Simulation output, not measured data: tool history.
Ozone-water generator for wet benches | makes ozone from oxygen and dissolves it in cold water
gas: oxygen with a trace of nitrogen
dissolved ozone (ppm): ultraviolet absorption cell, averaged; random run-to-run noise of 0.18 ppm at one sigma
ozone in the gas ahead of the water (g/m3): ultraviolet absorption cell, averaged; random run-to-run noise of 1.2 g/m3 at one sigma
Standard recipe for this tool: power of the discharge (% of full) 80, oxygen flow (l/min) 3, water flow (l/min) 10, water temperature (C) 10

run,hour,power of the discharge (% of full),oxygen flow (l/min),water flow (l/min),water temperature (C),dissolved ozone (ppm),ozone in the gas ahead of the water (g/m3)
1,0,80,3,10,10,24.9,208.5
2,165.8,80,3,10,10,24.9,206.4
3,245.2,80,3,10,10,24.9,205.7
4,344.6,80,3,8,10,30.9,207.7
5,485.6,80,3,8,10,30.7,207.2
6,567.3,80,1.66,10,10,24.4,298.1
7,682.7,80,1.66,10,10,24.4,298.2
8,781.1,80,3,10,10,25.2,207.7
9,958.6,80,3,10,10,24.8,205.7
10,1133.7,80,3,10,10,25,206.6
11,1261.3,80,3,10,10,24.9,207.8
12,1441.1,80,3,10,10,24.6,205.4
13,1531.7,80,3,10,10,25,208.6
14,1665.3,80,3,10,10,24.9,206.3
15,1778.4,81,3,15,6,17,208.9
16,1894.8,95,2.99,13,11,21.5,236.5
17,2032.4,95,2.69,7,11,39.1,249.9
18,2121.2,96,2.69,7,13,37.7,254.3
19,2284.4,96,2.69,10,18,25.9,251.6
20,2392.1,84,2.59,11,18,21.2,233.9
# hour 2411.2: contactor cleaned
21,2493.3,84,1.9,11,7,23.9,286.6
# hour 2536.3: water thermometer calibrated
22,2613.6,86,5.35,9,18,22.9,153.8
23,2713.8,86,5.35,9,18,23,153.2
24,2813.6,86,5.35,9,11,26.4,153.3
25,2968.4,86,5.35,9,11,26.2,153.1
26,3120.4,67,3,10,10,21.9,180.6
27,3212.8,80,3.35,10,10,24.9,193.4
28,3393,87,2.99,8,10,32.3,219.5

Predict each of these 3 candidate next runs independently; none follows another, all start after run 28:
A,3471.1,62,1.56,10,16,?,?
B,3471.1,78,3.17,8,9,?,?
C,3471.1,80,3,10,10,?,?

run,dissolved ozone (ppm),ozone in the gas ahead of the water (g/m3)
A,19.5,255.8
B,30.2,196.1
C,25,206.6
Stripped of hidden state, with their random variation kept, the same runs would have yielded:
run,dissolved ozone (ppm),ozone in the gas ahead of the water (g/m3)
A,19.5,256.3
B,30.3,196.6
C,25.1,207.1

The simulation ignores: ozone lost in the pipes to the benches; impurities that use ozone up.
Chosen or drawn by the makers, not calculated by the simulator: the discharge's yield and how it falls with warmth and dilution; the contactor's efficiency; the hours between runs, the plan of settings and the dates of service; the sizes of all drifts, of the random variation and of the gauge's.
